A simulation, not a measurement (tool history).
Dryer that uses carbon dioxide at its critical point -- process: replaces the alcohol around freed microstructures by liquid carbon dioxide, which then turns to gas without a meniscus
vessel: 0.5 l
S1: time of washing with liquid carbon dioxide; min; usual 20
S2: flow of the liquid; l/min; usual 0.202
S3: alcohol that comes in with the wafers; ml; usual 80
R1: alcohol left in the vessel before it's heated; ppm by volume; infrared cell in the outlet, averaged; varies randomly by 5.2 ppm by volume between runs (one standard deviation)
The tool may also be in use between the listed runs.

run	hour	S1	S2	S3	R1
1	0.0	20	0.202	80	284
2	42.8	20	0.202	80	293
3	93.3	20	0.202	80	313
4	143.8	17	0.202	80	564
5	174.5	14	0.202	80	1372
6	200.0	20	0.279	80	173
7	227.7	20	0.202	80	274
8	262.4	20	0.202	80	290
9	315.2	20	0.202	80	278
10	344.4	20	0.202	80	275
11	401.4	20	0.202	80	302
12	439.6	12	0.202	80	2256
13	487.1	12	0.202	80	2254
14	542.1	12	0.202	80	2325
15	603.6	20	0.129	80	1784
16	647.6	16	0.202	80	744
17	677.1	16	0.202	80	741
18	732.1	16	0.202	80	734
19	780.4	16	0.174	80	1414
20	843.2	20	0.202	80	354
21	882.1	20	0.202	80	349
22	931.5	20	0.142	80	1351
23	992.7	20	0.142	88	1479
24	1027.4	22	0.252	25	233
25	1057.4	22	0.252	25	239
26	1101.5	22	0.252	25	226
27	1135.5	22	0.252	25	249
28	1194.1	22	0.166	80	439
29	1231.5	20	0.125	51	1329
30	1268.1	20	0.166	41	209
31	1311.3	20	0.166	41	211
32	1365.8	20	0.166	41	216
33	1428.5	20	0.166	41	224
34	1465.9	20	0.166	41	245
35	1522.1	15	0.166	41	989
36	1553.9	29	0.220	80	23
37	1605.1	20	0.202	26	71
38	1666.5	20	0.128	27	613
39	1692.6	18	0.128	89	2962
40	1741.3	14	0.322	52	85
41	1774.7	13	0.130	55	5523
42	1802.2	13	0.130	55	5632
43	1845.3	13	0.130	55	5829
44	1890.9	13	0.130	55	5775
45	1919.1	18	0.202	74	324
46	1977.7	31	0.133	41	135

Removed from this log: 3 entries logged between the listed runs. Between which two listed runs does each belong, and how does the tool's hidden state at the listed run before it compare with that at the listed run after it?
In the gap between runs 6 and 7: inlet filter changed (hour 206.7)
  flow that reaches the vessel past the clogged filter, %: 93.9 -> 99.4; alcohol in the recycled carbon dioxide, ppm: 163.8 -> 166.1
  measured value less the no-hidden-state value, R1: +165 -> +166 ppm by volume
In the gap between runs 27 and 28: inlet filter changed (hour 1178.5)
  flow that reaches the vessel past the clogged filter, %: 93.7 -> 99.4; alcohol in the recycled carbon dioxide, ppm: 240.3 -> 245.2
  measured value less the no-hidden-state value, R1: +239 -> +249 ppm by volume
In the gap between runs 29 and 30: purifier's bed changed (hour 1246.6)
  flow that reaches the vessel past the clogged filter, %: 99.2 -> 99; alcohol in the recycled carbon dioxide, ppm: 248 -> 7.8
  measured value less the no-hidden-state value, R1: +284 -> +14 ppm by volume

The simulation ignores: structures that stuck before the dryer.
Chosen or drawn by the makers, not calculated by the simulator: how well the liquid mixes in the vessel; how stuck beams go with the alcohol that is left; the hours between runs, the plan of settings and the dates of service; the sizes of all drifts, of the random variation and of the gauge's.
